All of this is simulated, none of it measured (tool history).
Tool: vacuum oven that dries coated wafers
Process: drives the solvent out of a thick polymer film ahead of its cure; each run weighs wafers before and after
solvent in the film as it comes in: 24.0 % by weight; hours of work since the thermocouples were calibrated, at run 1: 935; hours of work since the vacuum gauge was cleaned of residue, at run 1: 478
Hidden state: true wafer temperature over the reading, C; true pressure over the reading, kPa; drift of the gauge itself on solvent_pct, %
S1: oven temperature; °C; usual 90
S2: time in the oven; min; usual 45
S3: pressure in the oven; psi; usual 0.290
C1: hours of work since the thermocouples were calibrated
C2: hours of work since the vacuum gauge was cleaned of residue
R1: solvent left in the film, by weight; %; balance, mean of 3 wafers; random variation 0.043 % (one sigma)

Run 1, hour 0.0: usual settings; C1 935; C2 478. Result: R1 1.99 %.
Run 2, hour 60.6: usual settings; C1 962; C2 505. Result: R1 1.92 %.
Run 3, hour 94.0: usual settings; C1 977; C2 520. Result: R1 1.93 %.
Run 4, hour 135.6: usual settings; C1 995; C2 538. Result: R1 1.91 %.
Run 5, hour 195.7: usual settings; C1 1022; C2 564. Result: R1 1.88 %.
Run 6, hour 234.4: usual settings but S3 0.541 psi; C1 1039; C2 581. Result: R1 2.21 %.
Run 7, hour 277.1: usual settings but S3 0.550 psi; C1 1058; C2 600. Result: R1 2.21 %.
Run 8, hour 321.0: usual settings; C1 1077; C2 620. Result: R1 1.90 %.
Run 9, hour 363.1: usual settings; C1 1095; C2 638. Result: R1 1.84 %.
Run 10, hour 439.2: usual settings; C1 1129; C2 672. Result: R1 1.88 %.
Run 11, hour 471.2: usual settings; C1 1143; C2 686. Result: R1 1.90 %.
Run 12, hour 549.9: usual settings but S3 0.877 psi; C1 1178; C2 720. Result: R1 2.61 %.
Run 13, hour 619.1: usual settings but S1 96 °C, S3 0.969 psi; C1 1208; C2 751. Result: R1 1.62 %.
Run 14, hour 680.0: usual settings but S1 96 °C, S3 0.969 psi; C1 1235; C2 778. Result: R1 1.59 %.
Run 15, hour 720.3: usual settings but S1 93 °C, S3 0.998 psi; C1 1253; C2 796. Result: R1 2.08 %.
Run 16, hour 755.3: usual settings but S3 0.480 psi; C1 1268; C2 811. Result: R1 2.09 %.
Run 17, hour 792.3: usual settings but S1 76 °C, S2 31 min, S3 0.495 psi; C1 1285; C2 827. Result: R1 9.21 %.
Run 18, hour 826.8: usual settings but S1 95 °C, S2 48 min, S3 0.328 psi; C1 1300; C2 842. Result: R1 0.86 %.
Run 19, hour 860.5: usual settings but S1 95 °C; C1 1315; C2 857. Result: R1 0.92 %.
Run 20, hour 906.1: usual settings but S2 39 min, S3 0.187 psi; C1 1335; C2 877. Result: R1 2.31 %.

4 ways to go on from here, each from the tool as it stands after run 20. What would each give?
Run A, hour 968.5: usual settings but S1 97 °C, S2 39 min, S3 0.187 psi; C1 1362; C2 905. Result: R1 ?.
Run B, hour 968.5: usual settings but S1 102 °C, S2 26 min, S3 0.191 psi; C1 1362; C2 905. Result: R1 ?.
Run C, hour 968.5: usual settings but S1 100 °C, S2 49 min, S3 0.363 psi; C1 1362; C2 905. Result: R1 ?.
Run D, hour 968.5: usual settings but S1 101 °C; C1 1362; C2 905. Result: R1 ?.

run    R1
  A  1.00
  B  1.45
  C  0.48
  D  0.52
Without the tool's hidden state the same runs would have given:
run    R1
  A  1.28
  B  1.82
  C  0.59
  D  0.64

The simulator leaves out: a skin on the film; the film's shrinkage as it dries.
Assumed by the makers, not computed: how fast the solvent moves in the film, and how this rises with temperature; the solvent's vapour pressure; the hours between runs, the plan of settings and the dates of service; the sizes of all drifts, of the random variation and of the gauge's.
